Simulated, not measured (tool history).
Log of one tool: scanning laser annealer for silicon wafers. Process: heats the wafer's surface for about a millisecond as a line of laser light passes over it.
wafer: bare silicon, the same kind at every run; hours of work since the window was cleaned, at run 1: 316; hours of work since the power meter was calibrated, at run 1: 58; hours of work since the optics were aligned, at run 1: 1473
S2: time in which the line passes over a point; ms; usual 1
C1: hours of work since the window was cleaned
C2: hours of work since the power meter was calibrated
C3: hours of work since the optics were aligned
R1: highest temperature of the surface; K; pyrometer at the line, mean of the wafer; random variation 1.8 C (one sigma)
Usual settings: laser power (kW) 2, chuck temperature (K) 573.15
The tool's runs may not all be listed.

Run 1, hour 0: usual settings; C1 316; C2 58; C3 1473. Result: R1 1259.15 K.
Run 2, hour 15.9: usual settings; C1 327; C2 68; C3 1483. Result: R1 1259.15 K.
At hour 36.7: optics aligned, line set to its width.
Run 3, hour 37.1: usual settings but chuck temperature (K) 590.15; C1 337; C2 78; C3 0. Result: R1 1289.15 K.
Run 4, hour 63.2: usual settings but chuck temperature (K) 590.15; C1 355; C2 96; C3 17. Result: R1 1286.15 K.
Run 5, hour 78.1: usual settings but chuck temperature (K) 590.15; C1 364; C2 105; C3 27. Result: R1 1288.15 K.
Run 6, hour 95.8: usual settings but chuck temperature (K) 590.15; C1 376; C2 117; C3 39. Result: R1 1284.15 K.
At hour 113.9: window over the wafer cleaned.
Run 7, hour 122.1: usual settings but chuck temperature (K) 590.15; C1 5; C2 133; C3 54. Result: R1 1325.15 K.
Run 8, hour 141.5: usual settings but chuck temperature (K) 590.15; C1 18; C2 145; C3 67. Result: R1 1325.15 K.
Run 9, hour 154.5: usual settings but chuck temperature (K) 590.15; C1 26; C2 154; C3 76. Result: R1 1321.15 K.
Run 10, hour 166.3: usual settings but chuck temperature (K) 603.15; C1 34; C2 162; C3 83. Result: R1 1336.15 K.
Run 11, hour 189.1: usual settings; C1 49; C2 176; C3 98. Result: R1 1302.15 K.
Run 12, hour 203.9: usual settings; C1 59; C2 186; C3 108. Result: R1 1303.15 K.
Run 13, hour 219.3: usual settings; C1 69; C2 196; C3 118. Result: R1 1301.15 K.
Run 14, hour 244.8: usual settings; C1 86; C2 213; C3 135. Result: R1 1295.15 K.
Run 15, hour 266.3: usual settings; C1 100; C2 227; C3 149. Result: R1 1296.15 K.
Run 16, hour 280.9: usual settings but chuck temperature (K) 568.15; C1 109; C2 236; C3 158. Result: R1 1292.15 K.
Run 17, hour 305.9: usual settings; C1 125; C2 253; C3 175. Result: R1 1294.15 K.
Run 18, hour 317: usual settings but chuck temperature (K) 595.15; C1 133; C2 260; C3 182. Result: R1 1312.15 K.
Run 19, hour 333.6: usual settings but S2 0.9 ms; C1 144; C2 271; C3 193. Result: R1 1257.15 K.
Run 20, hour 347.9: usual settings but S2 0.9 ms; C1 153; C2 280; C3 202. Result: R1 1253.15 K.
Run 21, hour 364.9: usual settings but S2 0.9 ms, chuck temperature (K) 561.15; C1 164; C2 291; C3 213. Result: R1 1241.15 K.
Run 22, hour 388.7: usual settings but laser power (kW) 2.173, S2 1.09 ms, chuck temperature (K) 551.15; C1 180; C2 307; C3 229. Result: R1 1371.15 K.
Run 23, hour 411.4: usual settings but S2 0.93 ms, chuck temperature (K) 553.15; C1 194; C2 322; C3 243. Result: R1 1242.15 K.
Run 24, hour 432.2: usual settings but S2 0.93 ms, chuck temperature (K) 553.15; C1 208; C2 335; C3 257. Result: R1 1241.15 K.
Run 25, hour 451.7: usual settings but laser power (kW) 2.157, S2 0.89 ms, chuck temperature (K) 593.15; C1 221; C2 348; C3 270. Result: R1 1321.15 K.
Run 26, hour 475.6: usual settings but laser power (kW) 1.723, S2 0.94 ms, chuck temperature (K) 583.15; C1 236; C2 364; C3 285. Result: R1 1169.15 K.
Run 27, hour 500.5: usual settings but laser power (kW) 2.015, S2 1.01 ms, chuck temperature (K) 547.15; C1 253; C2 380; C3 302. Result: R1 1264.15 K.
Run 28, hour 523.5: usual settings but S2 1.2 ms, chuck temperature (K) 597.15; C1 268; C2 395; C3 317. Result: R1 1363.15 K.
Run 29, hour 541.8: usual settings but laser power (kW) 1.823, S2 1.2 ms, chuck temperature (K) 566.15; C1 280; C2 407; C3 329. Result: R1 1264.15 K.
Run 30, hour 565: usual settings but laser power (kW) 1.776, chuck temperature (K) 550.15; C1 295; C2 422; C3 344. Result: R1 1163.15 K.
Run 31, hour 586.1: usual settings but S2 1.03 ms, chuck temperature (K) 577.15; C1 308; C2 436; C3 358. Result: R1 1287.15 K.
Run 32, hour 606: usual settings but laser power (kW) 2.082, S2 0.75 ms; C1 322; C2 449; C3 371. Result: R1 1206.15 K.
Run 33, hour 629.1: usual settings but S2 1.04 ms, chuck temperature (K) 548.15; C1 337; C2 464; C3 386. Result: R1 1260.15 K.

The next listed run, before its measurement:
Run 34, hour 646.9: usual settings but laser power (kW) 2.017, S2 1.05 ms; C1 348; C2 476; C3 397. Result: R1 ?.

{"run 34": {"R1": 1294.15}}
Without the tool's hidden state the same run would have given R1 1339.15 K.
